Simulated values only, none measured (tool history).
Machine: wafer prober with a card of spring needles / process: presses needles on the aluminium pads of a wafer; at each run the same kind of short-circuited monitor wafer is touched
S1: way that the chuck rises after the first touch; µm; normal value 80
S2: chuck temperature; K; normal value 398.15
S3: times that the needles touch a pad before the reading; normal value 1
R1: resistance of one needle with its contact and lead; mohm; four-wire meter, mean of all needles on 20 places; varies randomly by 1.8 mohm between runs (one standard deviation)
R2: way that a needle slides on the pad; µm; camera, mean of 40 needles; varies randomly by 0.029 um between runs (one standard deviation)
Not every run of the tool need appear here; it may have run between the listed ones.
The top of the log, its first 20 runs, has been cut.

run   hour  S1      S2  S3   R1     R2
       602  -- tips cleaned on abrasive film
 21    611  62  348.15   2  236  11.65
     621.4  -- tips cleaned on abrasive film
 22  638.5  62  365.15   2  255  11.65
     641.1  -- tips cleaned on abrasive film
     660.4  -- tips cleaned on abrasive film
     680.4  -- tips cleaned on abrasive film
 23  681.8  63  364.15   1  219  11.81
     697.4  -- height of the first contact set anew
     701.5  -- tips cleaned on abrasive film
       721  -- tips cleaned on abrasive film
 24    721  63  364.15   3  199  12.04
     740.4  -- tips cleaned on abrasive film
 25  750.9  63  364.15   3  222     12
     761.2  -- tips cleaned on abrasive film
       782  -- tips cleaned on abrasive film
 26    789  91  367.15   3  201  17.32
     800.6  -- tips cleaned on abrasive film
     819.7  -- tips cleaned on abrasive film
 27  821.4  80  355.15   2  192   15.2
     840.5  -- tips cleaned on abrasive film
 28  840.5  80  308.15   1  182  15.18
     861.7  -- tips cleaned on abrasive film
 29  865.5  78  308.15   1  216  14.85
     882.9  -- tips cleaned on abrasive film
     902.1  -- tips cleaned on abrasive film
 30  902.1  78  308.15   1  181  14.78

Here are 3 independent what-if runs from the current tool condition. What would each one return?
     920.5  -- tips cleaned on abrasive film
  A  930.7  89  347.15   2   ?   ?
     920.5  -- tips cleaned on abrasive film
  B  930.7  80  325.15   1   ?   ?
     920.5  -- tips cleaned on abrasive film
  C  930.7  98  333.15   1   ?   ?

run   R1     R2
  A  209  16.89
  B  233  15.13
  C  213  18.61
Stripped of hidden state, with their random variation kept, the same runs would have yielded:
run   R1     R2
  A  182  17.03
  B  177  15.27
  C  175  18.75
